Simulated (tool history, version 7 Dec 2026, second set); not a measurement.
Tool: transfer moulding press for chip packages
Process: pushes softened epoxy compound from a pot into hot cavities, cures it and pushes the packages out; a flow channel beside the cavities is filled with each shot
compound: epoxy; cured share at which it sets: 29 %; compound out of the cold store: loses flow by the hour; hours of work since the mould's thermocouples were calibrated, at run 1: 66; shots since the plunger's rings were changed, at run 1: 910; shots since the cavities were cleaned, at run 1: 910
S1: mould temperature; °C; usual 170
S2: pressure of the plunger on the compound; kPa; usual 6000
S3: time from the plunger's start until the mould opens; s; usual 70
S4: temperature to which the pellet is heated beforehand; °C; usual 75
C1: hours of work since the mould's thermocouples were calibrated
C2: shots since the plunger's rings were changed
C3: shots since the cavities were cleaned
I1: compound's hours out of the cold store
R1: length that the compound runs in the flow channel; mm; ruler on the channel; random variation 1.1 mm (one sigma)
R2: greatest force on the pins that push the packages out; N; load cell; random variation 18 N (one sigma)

run 1 hour=0 | S1=170 S2=6000 S3=70 S4=75 | C1=66 C2=910 C3=910 | I1=47.3 | R1=467 R2=1416
-- hour=2.5 cavities cleaned with cleaning compound and waxed
run 2 hour=13.2 | S1=170 S2=6000 S3=70 S4=75 | C1=72 C2=1044 C3=123 | I1=33.4 | R1=501 R2=1036
run 3 hour=21.4 | S1=170 S2=6000 S3=88 S4=75 | C1=76 C2=1139 C3=218 | I1=21.3 | R1=529 R2=655
run 4 hour=31.2 | S1=170 S2=6000 S3=70 S4=75 | C1=82 C2=1252 C3=331 | I1=14.4 | R1=549 R2=1266
run 5 hour=44 | S1=170 S2=6000 S3=70 S4=75 | C1=88 C2=1399 C3=478 | I1=19.9 | R1=531 R2=1296
run 6 hour=54.7 | S1=170 S2=6000 S3=70 S4=75 | C1=94 C2=1523 C3=602 | I1=42.9 | R1=473 R2=1282
run 7 hour=72.1 | S1=170 S2=6000 S3=70 S4=75 | C1=103 C2=1723 C3=802 | I1=29.4 | R1=504 R2=1481
run 8 hour=82.1 | S1=170 S2=6000 S3=70 S4=75 | C1=109 C2=1838 C3=917 | I1=26.5 | R1=512 R2=1517
-- hour=84.8 cavities cleaned with cleaning compound and waxed
run 9 hour=96.1 | S1=170 S2=6000 S3=70 S4=71 | C1=115 C2=1982 C3=130 | I1=31 | R1=500 R2=1054
run 10 hour=106.2 | S1=170 S2=6000 S3=70 S4=71 | C1=121 C2=2098 C3=246 | I1=30.1 | R1=500 R2=1193
run 11 hour=114.8 | S1=170 S2=6000 S3=70 S4=71 | C1=125 C2=2198 C3=346 | I1=40.7 | R1=476 R2=1171
run 12 hour=131.5 | S1=170 S2=6000 S3=70 S4=71 | C1=134 C2=2390 C3=538 | I1=17.1 | R1=534 R2=1415
run 13 hour=146.5 | S1=170 S2=6000 S3=100 S4=71 | C1=142 C2=2562 C3=710 | I1=11.5 | R1=550 R2=718
run 14 hour=161.8 | S1=170 S2=6000 S3=100 S4=71 | C1=150 C2=2738 C3=886 | I1=18.3 | R1=528 R2=790
-- hour=166.8 cavities cleaned with cleaning compound and waxed
-- hour=181.1 plunger's sealing rings changed
run 15 hour=182.4 | S1=178 S2=4830 S3=100 S4=74 | C1=159 C2=16 C3=151 | I1=27.2 | R1=455 R2=495
run 16 hour=201.2 | S1=163 S2=6120 S3=61 S4=80 | C1=169 C2=232 C3=367 | I1=15.3 | R1=574 R2=2431
run 17 hour=220.6 | S1=173 S2=6710 S3=87 S4=69 | C1=179 C2=455 C3=590 | I1=10.1 | R1=593 R2=761
run 18 hour=239.5 | S1=175 S2=5950 S3=86 S4=72 | C1=190 C2=673 C3=808 | I1=18.1 | R1=531 R2=739
-- hour=251.4 cavities cleaned with cleaning compound and waxed
run 19 hour=253.1 | S1=170 S2=6750 S3=74 S4=75 | C1=196 C2=813 C3=20 | I1=17.4 | R1=577 R2=906
run 20 hour=273.1 | S1=174 S2=6000 S3=108 S4=75 | C1=207 C2=1043 C3=250 | I1=34.8 | R1=491 R2=537
run 21 hour=284.1 | S1=172 S2=5200 S3=86 S4=71 | C1=212 C2=1169 C3=376 | I1=32 | R1=465 R2=728
run 22 hour=297.9 | S1=172 S2=5200 S3=86 S4=71 | C1=220 C2=1329 C3=536 | I1=17 | R1=501 R2=783
run 23 hour=314.8 | S1=170 S2=6130 S3=70 S4=75 | C1=229 C2=1523 C3=730 | I1=21.5 | R1=535 R2=1499
-- hour=333.3 cavities cleaned with cleaning compound and waxed
run 24 hour=334.5 | S1=165 S2=6130 S3=70 S4=77 | C1=238 C2=1733 C3=14 | I1=21.7 | R1=543 R2=1311
run 25 hour=349.3 | S1=175 S2=5310 S3=70 S4=80 | C1=246 C2=1903 C3=184 | I1=39 | R1=446 R2=787
run 26 hour=366 | S1=168 S2=6750 S3=76 S4=83 | C1=255 C2=2095 C3=376 | I1=35.8 | R1=521 R2=1074
run 27 hour=384.7 | S1=172 S2=6750 S3=95 S4=83 | C1=265 C2=2311 C3=592 | I1=19.9 | R1=554 R2=682
run 28 hour=400.5 | S1=170 S2=6000 S3=62 S4=75 | C1=274 C2=2493 C3=774 | I1=14.4 | R1=540 R2=2137

5 ways to go on from here, each from the tool as it stands after run 28. What would each give?
run A hour=411.6 | S1=164 S2=6000 S3=75 S4=75 | C1=280 C2=2621 C3=902 | I1=47.8 | R1=? R2=?
run B hour=411.6 | S1=170 S2=5280 S3=70 S4=83 | C1=280 C2=2621 C3=902 | I1=24.6 | R1=? R2=?
run C hour=411.6 | S1=166 S2=6000 S3=62 S4=75 | C1=280 C2=2621 C3=902 | I1=33.4 | R1=? R2=?
run D hour=411.6 | S1=170 S2=6500 S3=104 S4=69 | C1=280 C2=2621 C3=902 | I1=15.9 | R1=? R2=?
run E hour=411.6 | S1=171 S2=6910 S3=101 S4=75 | C1=280 C2=2621 C3=902 | I1=13.5 | R1=? R2=?

run=A R1=467 R2=1754
run=B R1=480 R2=1477
run=C R1=499 R2=2519
run=D R1=558 R2=773
run=E R1=581 R2=749
Without the tool's hidden state the same runs would have given:
run=A R1=481 R2=1042
run=B R1=494 R2=879
run=C R1=514 R2=1509
run=D R1=575 R2=468
run=E R1=598 R2=453

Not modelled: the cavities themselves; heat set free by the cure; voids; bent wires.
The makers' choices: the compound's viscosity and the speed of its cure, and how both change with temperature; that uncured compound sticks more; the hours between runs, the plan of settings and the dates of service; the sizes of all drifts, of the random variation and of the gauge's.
